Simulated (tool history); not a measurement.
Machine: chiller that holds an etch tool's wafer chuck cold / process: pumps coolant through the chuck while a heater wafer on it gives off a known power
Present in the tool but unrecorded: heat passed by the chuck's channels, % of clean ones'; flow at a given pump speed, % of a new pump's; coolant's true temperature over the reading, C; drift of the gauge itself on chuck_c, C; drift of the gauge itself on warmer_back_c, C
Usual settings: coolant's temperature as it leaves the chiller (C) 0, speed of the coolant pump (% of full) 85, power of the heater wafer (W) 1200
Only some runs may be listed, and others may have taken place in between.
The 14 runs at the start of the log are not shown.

| run | day | coolant's temperature as it leaves the chiller (C) | speed of the coolant pump (% of full) | power of the heater wafer (W) | hours since the coolant was changed and the channels were flushed | hours since the pump was overhauled | hours since the chiller's thermometer was calibrated | chuck's temperature once it has settled (C) | how much warmer the coolant comes back (C) |
|---|---|---|---|---|---|---|---|---|---|
| 15 | 13.05 | -5 | 85 | 1200 | 4821 | 492 | 1837 | 8.4 | 2.38 |
| 16 | 14.179 | 0 | 85 | 1200 | 4848 | 519 | 1864 | 13.2 | 2.47 |
| 17 | 15.421 | 0 | 85 | 977 | 4878 | 549 | 1894 | 10.7 | 1.94 |
| 18 | 16.167 | 4 | 75 | 685 | 4896 | 567 | 1912 | 12.5 | 1.53 |
| 19 | 17.238 | 0 | 83 | 1200 | 4922 | 592 | 1937 | 13.6 | 2.48 |
| 20 | 18.504 | 0 | 73 | 1049 | 4952 | 623 | 1968 | 13.3 | 2.58 |
| 21 | 19.492 | 0 | 73 | 1049 | 4976 | 647 | 1992 | 13.4 | 2.5 |
| 22 | 20.696 | 0 | 64 | 1551 | 5005 | 675 | 2020 | 21.9 | 4.27 |
| 23 | 21.733 | 0 | 64 | 1551 | 5030 | 700 | 2045 | 22 | 4.31 |
| 24 | 22.358 | 9 | 70 | 1354 | 5045 | 715 | 2060 | 26.9 | 3.42 |
| 25 | 23.238 | -5 | 77 | 1354 | 5066 | 736 | 2081 | 11.3 | 3.15 |
|  | 23.454 | chiller's thermometer calibrated |
| 26 | 24.071 | -5 | 85 | 723 | 5085 | 755 | 15 | 3.4 | 1.54 |
| 27 | 25.225 | -5 | 85 | 723 | 5112 | 783 | 43 | 3.1 | 1.56 |
| 28 | 26.054 | 5 | 92 | 723 | 5132 | 803 | 62 | 12.7 | 1.44 |
| 29 | 26.838 | 5 | 92 | 723 | 5151 | 822 | 81 | 12.7 | 1.42 |
| 30 | 27.992 | 5 | 92 | 723 | 5179 | 850 | 109 | 12.8 | 1.38 |
| 31 | 28.962 | 0 | 88 | 1004 | 5202 | 873 | 132 | 11.1 | 2.09 |
| 32 | 29.942 | -1 | 63 | 802 | 5226 | 896 | 156 | 10.7 | 2.29 |

3 options for the next run, each taken on its own from the tool as it stands now. Forecast them:
| A | 31.188 | -2 | 100 | 1200 | 5256 | 926 | 186 | ? | ? |
| B | 31.188 | -7 | 63 | 802 | 5256 | 926 | 186 | ? | ? |
| C | 31.188 | -9 | 68 | 726 | 5256 | 926 | 186 | ? | ? |

| run | chuck's temperature once it has settled (C) | how much warmer the coolant comes back (C) |
|---|---|---|
| A | 9.8 | 2.11 |
| B | 4.7 | 2.35 |
| C | 0.9 | 1.95 |
The same runs, with their run-to-run variation unchanged, on a tool lacking any hidden condition would have given:
| run | chuck's temperature once it has settled (C) | how much warmer the coolant comes back (C) |
|---|---|---|
| A | 8.8 | 2.1 |
| B | 3.7 | 2.33 |
| C | 0 | 1.94 |
